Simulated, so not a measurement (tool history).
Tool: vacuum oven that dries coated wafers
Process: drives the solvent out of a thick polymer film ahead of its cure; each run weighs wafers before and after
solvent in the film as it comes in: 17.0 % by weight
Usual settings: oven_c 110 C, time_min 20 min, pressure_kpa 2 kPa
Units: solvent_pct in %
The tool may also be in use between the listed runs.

run	day	oven_c	time_min	pressure_kpa	solvent_pct
1	0	110	20	2	2.15
2	2.688	110	12	2	3.77
3	3.817	110	12	2	3.78
4	6.092	102	12	2	5.86
5	7.546	110	15	2	2.97
6	10.079	110	20	2	2.19
7	12.646	110	20	2	2.16
8	14.05	110	20	2	2.13
9	16.133	110	20	2	2.14
10	17.95	110	20	2	2.16
11	20.621	110	20	2	2.16
12	22.379	110	20	2	2.13
13	24.729	110	20	2	2.12
14	27.521	110	20	2	2.14
15	28.788	110	20	2	2.11
16	29.921	110	20	2	2.12
17	32.333	110	20	2	2.13
18	35.129	110	20	4.5	3.7
19	36.388	110	20	2	2.13
20	38.996	110	20	2	2.13
21	40.162	110	19	2	2.27
22	42.517	110	25	1.38	1.35
# day 42.842: oven's thermocouples calibrated
23	45.325	103	25	1.36	2.3
24	47.858	110	18	1.46	2.01
25	49.479	113	18	3.15	2.52
26	51.054	113	32	2.15	1.4
27	53.625	117	32	6.75	3.54
28	55.096	111	16	6.75	5.16
29	57.054	106	14	2.95	4.61
# day 57.892: oven's thermocouples calibrated, once more
30	59.242	115	18	2.52	1.95
31	60.838	115	18	2.52	1.93
32	62.396	110	20	1.44	1.8
33	65.183	110	20	1.44	1.8
34	66.9	110	20	1.32	1.74
35	68.033	103	22	1.07	2.51
36	69.154	104	22	4.95	5.16
37	71.033	115	33	3.06	1.81
38	73.771	104	33	1.56	1.76
39	76.433	107	15	3.69	4.59
40	78.771	110	16	7.23	5.81
41	81.221	98	33	2	3.1
42	82.417	98	33	2	3.11

3 ways to go on from here, each from the tool as it stands after run 42. What would each give?
A	83.925	110	20	4.39	?
B	83.925	112	33	1.24	?
C	83.925	117	20	2	?

run	solvent_pct
A	3.59
B	0.95
C	1.34
Without the tool's hidden state the same runs would have given:
run	solvent_pct
A	3.57
B	0.85
C	1.29
